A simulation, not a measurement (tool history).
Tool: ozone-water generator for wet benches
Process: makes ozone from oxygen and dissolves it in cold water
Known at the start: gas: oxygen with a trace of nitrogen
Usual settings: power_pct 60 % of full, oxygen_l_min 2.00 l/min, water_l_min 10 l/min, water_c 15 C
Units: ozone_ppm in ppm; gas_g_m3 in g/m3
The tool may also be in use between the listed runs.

{"run": 1, "hour": 0.0, "power_pct": 60, "oxygen_l_min": 2.0, "water_l_min": 10, "water_c": 15, "ozone_ppm": 15.5, "gas_g_m3": 173.8}
{"run": 2, "hour": 73.3, "power_pct": 60, "oxygen_l_min": 2.0, "water_l_min": 10, "water_c": 15, "ozone_ppm": 15.6, "gas_g_m3": 175.6}
{"run": 3, "hour": 135.7, "power_pct": 60, "oxygen_l_min": 2.0, "water_l_min": 10, "water_c": 15, "ozone_ppm": 15.7, "gas_g_m3": 174.3}
{"run": 4, "hour": 191.1, "power_pct": 60, "oxygen_l_min": 2.0, "water_l_min": 10, "water_c": 15, "ozone_ppm": 15.5, "gas_g_m3": 175.0}
{"run": 5, "hour": 256.7, "power_pct": 60, "oxygen_l_min": 2.0, "water_l_min": 10, "water_c": 15, "ozone_ppm": 15.5, "gas_g_m3": 174.8}
{"run": 6, "hour": 318.3, "power_pct": 60, "oxygen_l_min": 2.0, "water_l_min": 10, "water_c": 15, "ozone_ppm": 15.5, "gas_g_m3": 173.9}
{"run": 7, "hour": 354.5, "power_pct": 60, "oxygen_l_min": 2.0, "water_l_min": 10, "water_c": 15, "ozone_ppm": 15.4, "gas_g_m3": 173.2}
{"run": 8, "hour": 400.3, "power_pct": 60, "oxygen_l_min": 2.06, "water_l_min": 10, "water_c": 15, "ozone_ppm": 15.4, "gas_g_m3": 172.2}
{"run": 9, "hour": 482.8, "power_pct": 60, "oxygen_l_min": 2.0, "water_l_min": 10, "water_c": 15, "ozone_ppm": 15.3, "gas_g_m3": 171.4}
{"run": 10, "hour": 568.6, "power_pct": 60, "oxygen_l_min": 2.0, "water_l_min": 10, "water_c": 15, "ozone_ppm": 15.5, "gas_g_m3": 173.8}
{"run": 11, "hour": 610.3, "power_pct": 60, "oxygen_l_min": 2.0, "water_l_min": 10, "water_c": 15, "ozone_ppm": 15.5, "gas_g_m3": 172.7}
{"run": 12, "hour": 659.4, "power_pct": 60, "oxygen_l_min": 2.0, "water_l_min": 10, "water_c": 15, "ozone_ppm": 15.2, "gas_g_m3": 172.2}
{"run": 13, "hour": 732.4, "power_pct": 60, "oxygen_l_min": 2.0, "water_l_min": 10, "water_c": 15, "ozone_ppm": 15.2, "gas_g_m3": 172.4}
{"run": 14, "hour": 817.1, "power_pct": 73, "oxygen_l_min": 2.0, "water_l_min": 10, "water_c": 15, "ozone_ppm": 16.8, "gas_g_m3": 190.0}
{"run": 15, "hour": 883.8, "power_pct": 60, "oxygen_l_min": 2.0, "water_l_min": 10, "water_c": 15, "ozone_ppm": 15.2, "gas_g_m3": 172.8}
{"run": 16, "hour": 931.7, "power_pct": 60, "oxygen_l_min": 2.0, "water_l_min": 10, "water_c": 15, "ozone_ppm": 15.1, "gas_g_m3": 172.5}
{"run": 17, "hour": 1005.2, "power_pct": 54, "oxygen_l_min": 2.0, "water_l_min": 7, "water_c": 7, "ozone_ppm": 21.4, "gas_g_m3": 161.3}
{"run": 18, "hour": 1083.0, "power_pct": 41, "oxygen_l_min": 2.0, "water_l_min": 12, "water_c": 7, "ozone_ppm": 11.5, "gas_g_m3": 140.7}
{"hour": 1093.1, "done": "contactor cleaned"}
{"run": 19, "hour": 1170.9, "power_pct": 54, "oxygen_l_min": 2.28, "water_l_min": 11, "water_c": 19, "ozone_ppm": 12.9, "gas_g_m3": 154.1}
{"run": 20, "hour": 1229.2, "power_pct": 51, "oxygen_l_min": 2.0, "water_l_min": 10, "water_c": 8, "ozone_ppm": 14.8, "gas_g_m3": 158.3}
{"run": 21, "hour": 1268.4, "power_pct": 51, "oxygen_l_min": 2.0, "water_l_min": 10, "water_c": 8, "ozone_ppm": 14.8, "gas_g_m3": 158.5}
{"run": 22, "hour": 1356.1, "power_pct": 51, "oxygen_l_min": 2.0, "water_l_min": 10, "water_c": 8, "ozone_ppm": 14.8, "gas_g_m3": 155.7}
{"hour": 1378.1, "done": "contactor cleaned, once more"}
{"run": 23, "hour": 1445.8, "power_pct": 57, "oxygen_l_min": 1.32, "water_l_min": 6, "water_c": 8, "ozone_ppm": 22.9, "gas_g_m3": 194.2}
{"run": 24, "hour": 1526.4, "power_pct": 57, "oxygen_l_min": 1.32, "water_l_min": 6, "water_c": 8, "ozone_ppm": 22.5, "gas_g_m3": 194.4}
{"run": 25, "hour": 1605.5, "power_pct": 50, "oxygen_l_min": 2.33, "water_l_min": 10, "water_c": 15, "ozone_ppm": 14.5, "gas_g_m3": 145.8}
{"run": 26, "hour": 1683.6, "power_pct": 50, "oxygen_l_min": 2.33, "water_l_min": 10, "water_c": 15, "ozone_ppm": 14.2, "gas_g_m3": 145.6}
{"run": 27, "hour": 1721.0, "power_pct": 52, "oxygen_l_min": 2.0, "water_l_min": 10, "water_c": 15, "ozone_ppm": 14.0, "gas_g_m3": 155.9}
{"run": 28, "hour": 1763.7, "power_pct": 52, "oxygen_l_min": 2.0, "water_l_min": 10, "water_c": 15, "ozone_ppm": 14.3, "gas_g_m3": 158.9}
{"run": 29, "hour": 1807.7, "power_pct": 52, "oxygen_l_min": 2.0, "water_l_min": 10, "water_c": 15, "ozone_ppm": 14.1, "gas_g_m3": 156.5}
{"run": 30, "hour": 1875.3, "power_pct": 40, "oxygen_l_min": 1.98, "water_l_min": 12, "water_c": 9, "ozone_ppm": 11.5, "gas_g_m3": 138.3}
{"run": 31, "hour": 1940.7, "power_pct": 60, "oxygen_l_min": 1.42, "water_l_min": 10, "water_c": 15, "ozone_ppm": 14.0, "gas_g_m3": 192.9}

4 ways to go on from here, each from the tool as it stands after run 31. What would each give?
{"run": "A", "hour": 1983.5, "power_pct": 60, "oxygen_l_min": 2.05, "water_l_min": 10, "water_c": 15, "ozone_ppm": "?", "gas_g_m3": "?"}
{"run": "B", "hour": 1983.5, "power_pct": 57, "oxygen_l_min": 2.0, "water_l_min": 7, "water_c": 15, "ozone_ppm": "?", "gas_g_m3": "?"}
{"run": "C", "hour": 1983.5, "power_pct": 60, "oxygen_l_min": 1.42, "water_l_min": 11, "water_c": 15, "ozone_ppm": "?", "gas_g_m3": "?"}
{"run": "D", "hour": 1983.5, "power_pct": 85, "oxygen_l_min": 1.42, "water_l_min": 10, "water_c": 15, "ozone_ppm": "?", "gas_g_m3": "?"}

run=A ozone_ppm=15.0 gas_g_m3=165.9
run=B ozone_ppm=19.7 gas_g_m3=166.4
run=C ozone_ppm=12.8 gas_g_m3=194.0
run=D ozone_ppm=16.1 gas_g_m3=229.1
Without the tool's hidden state the same runs would have given:
run=A ozone_ppm=16.4 gas_g_m3=177.5
run=B ozone_ppm=21.3 gas_g_m3=177.6
run=C ozone_ppm=13.9 gas_g_m3=207.5
run=D ozone_ppm=17.8 gas_g_m3=248.2

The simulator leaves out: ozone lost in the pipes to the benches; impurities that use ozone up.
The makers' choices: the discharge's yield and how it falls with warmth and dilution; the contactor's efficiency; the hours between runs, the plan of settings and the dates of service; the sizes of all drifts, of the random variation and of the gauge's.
